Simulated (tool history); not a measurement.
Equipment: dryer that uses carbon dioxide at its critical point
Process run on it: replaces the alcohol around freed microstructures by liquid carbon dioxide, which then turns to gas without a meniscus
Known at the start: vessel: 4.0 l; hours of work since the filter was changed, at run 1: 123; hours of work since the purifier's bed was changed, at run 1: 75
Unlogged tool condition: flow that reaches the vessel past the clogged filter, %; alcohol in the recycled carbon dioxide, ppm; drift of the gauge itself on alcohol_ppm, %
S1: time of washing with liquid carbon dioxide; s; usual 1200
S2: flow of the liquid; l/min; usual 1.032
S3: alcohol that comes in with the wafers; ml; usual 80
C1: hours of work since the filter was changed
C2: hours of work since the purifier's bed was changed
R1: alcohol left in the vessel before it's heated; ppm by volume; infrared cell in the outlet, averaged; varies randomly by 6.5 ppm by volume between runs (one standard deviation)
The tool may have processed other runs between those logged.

run 1 day=0.000 | S1=1200 S2=1.032 S3=80 | C1=123 C2=75 | R1=336
run 2 day=0.329 | S1=1200 S2=1.032 S3=80 | C1=129 C2=81 | R1=343
run 3 day=0.938 | S1=1200 S2=1.560 S3=80 | C1=140 C2=92 | R1=51
run 4 day=1.400 | S1=1200 S2=1.560 S3=80 | C1=148 C2=100 | R1=58
run 5 day=2.029 | S1=1200 S2=1.560 S3=80 | C1=160 C2=112 | R1=48
run 6 day=2.654 | S1=1200 S2=1.560 S3=80 | C1=171 C2=123 | R1=56
run 7 day=3.288 | S1=1200 S2=1.032 S3=45 | C1=183 C2=135 | R1=219
run 8 day=3.912 | S1=1200 S2=1.032 S3=45 | C1=195 C2=147 | R1=235
run 9 day=4.354 | S1=1200 S2=1.032 S3=80 | C1=203 C2=155 | R1=395
run 10 day=4.883 | S1=1200 S2=1.032 S3=80 | C1=212 C2=164 | R1=399
run 11 day=5.533 | S1=1200 S2=1.032 S3=80 | C1=224 C2=176 | R1=419
run 12 day=6.008 | S1=1200 S2=1.032 S3=80 | C1=233 C2=185 | R1=417
run 13 day=6.425 | S1=1200 S2=1.032 S3=80 | C1=241 C2=193 | R1=423
run 14 day=6.938 | S1=1200 S2=1.032 S3=80 | C1=250 C2=202 | R1=443
run 15 day=7.296 | S1=1200 S2=1.032 S3=80 | C1=257 C2=209 | R1=439
run 16 day=7.850 | S1=1200 S2=1.032 S3=80 | C1=267 C2=219 | R1=438
run 17 day=8.325 | S1=1200 S2=1.032 S3=80 | C1=276 C2=228 | R1=438
run 18 day=8.742 | S1=1200 S2=0.870 S3=80 | C1=283 C2=235 | R1=849
run 19 day=9.371 | S1=1200 S2=0.870 S3=80 | C1=295 C2=247 | R1=870
run 20 day=10.008 | S1=1200 S2=0.870 S3=80 | C1=307 C2=259 | R1=884
run 21 day=10.367 | S1=1200 S2=0.870 S3=80 | C1=313 C2=265 | R1=864
run 22 day=10.671 | S1=1200 S2=1.032 S3=80 | C1=319 C2=271 | R1=486
run 23 day=10.938 | S1=1200 S2=1.032 S3=80 | C1=324 C2=276 | R1=499
run 24 day=11.262 | S1=1200 S2=0.650 S3=80 | C1=330 C2=282 | R1=2086
-- day=11.646 inlet filter changed
run 25 day=11.917 | S1=780 S2=1.032 S3=92 | C1=5 C2=293 | R1=1466
run 26 day=12.417 | S1=780 S2=1.090 S3=92 | C1=14 C2=302 | R1=1269
run 27 day=12.692 | S1=1200 S2=1.032 S3=86 | C1=19 C2=307 | R1=346
run 28 day=12.983 | S1=840 S2=1.032 S3=23 | C1=25 C2=313 | R1=329
run 29 day=13.617 | S1=1020 S2=1.032 S3=89 | C1=36 C2=324 | R1=670
run 30 day=13.925 | S1=1020 S2=1.032 S3=34 | C1=42 C2=330 | R1=274
run 31 day=14.371 | S1=1200 S2=1.120 S3=29 | C1=50 C2=338 | R1=110
run 32 day=15.029 | S1=1200 S2=1.120 S3=29 | C1=62 C2=350 | R1=107
run 33 day=15.483 | S1=1500 S2=0.710 S3=55 | C1=71 C2=359 | R1=461
run 34 day=15.879 | S1=840 S2=1.020 S3=80 | C1=78 C2=366 | R1=1189
run 35 day=16.404 | S1=840 S2=1.020 S3=80 | C1=87 C2=375 | R1=1191
run 36 day=16.750 | S1=840 S2=1.020 S3=80 | C1=94 C2=382 | R1=1191
run 37 day=17.171 | S1=1200 S2=1.032 S3=26 | C1=102 C2=390 | R1=150
run 38 day=17.712 | S1=1380 S2=1.060 S3=31 | C1=112 C2=400 | R1=102
run 39 day=18.379 | S1=1320 S2=0.790 S3=113 | C1=124 C2=412 | R1=1008
run 40 day=18.829 | S1=1320 S2=0.790 S3=113 | C1=132 C2=420 | R1=1019
run 41 day=19.392 | S1=1800 S2=0.790 S3=103 | C1=142 C2=430 | R1=311
run 42 day=19.671 | S1=1620 S2=1.240 S3=59 | C1=147 C2=436 | R1=60
run 43 day=20.133 | S1=1260 S2=1.570 S3=37 | C1=156 C2=444 | R1=60
run 44 day=20.617 | S1=1200 S2=1.070 S3=40 | C1=165 C2=453 | R1=195
run 45 day=20.950 | S1=840 S2=0.820 S3=41 | C1=171 C2=459 | R1=1160
run 46 day=21.225 | S1=1140 S2=1.650 S3=37 | C1=176 C2=464 | R1=59

Below, some changes in R1 between adjacent runs. For each, the amount present without the hidden state too (settings, incoming material, random variation) and the amount remaining for the hidden state with gauge scatter not shared by both compared results:
Run 23 -> 24: S2 1.032 -> 0.650. R1 +1587 ppm by volume: hidden state +374, all else +1213.
Run 24 -> 25: S1 1200 -> 780, S2 0.650 -> 1.032, S3 80 -> 92, inlet filter changed. R1 -620 ppm by volume: hidden state -542, all else -78.
Run 36 -> 37: S1 840 -> 1200, S2 1.020 -> 1.032, S3 80 -> 26. R1 -1041 ppm by volume: hidden state -99, all else -942.
Run 45 -> 46: S1 840 -> 1140, S2 0.820 -> 1.650, S3 41 -> 37. R1 -1101 ppm by volume: hidden state -148, all else -953.

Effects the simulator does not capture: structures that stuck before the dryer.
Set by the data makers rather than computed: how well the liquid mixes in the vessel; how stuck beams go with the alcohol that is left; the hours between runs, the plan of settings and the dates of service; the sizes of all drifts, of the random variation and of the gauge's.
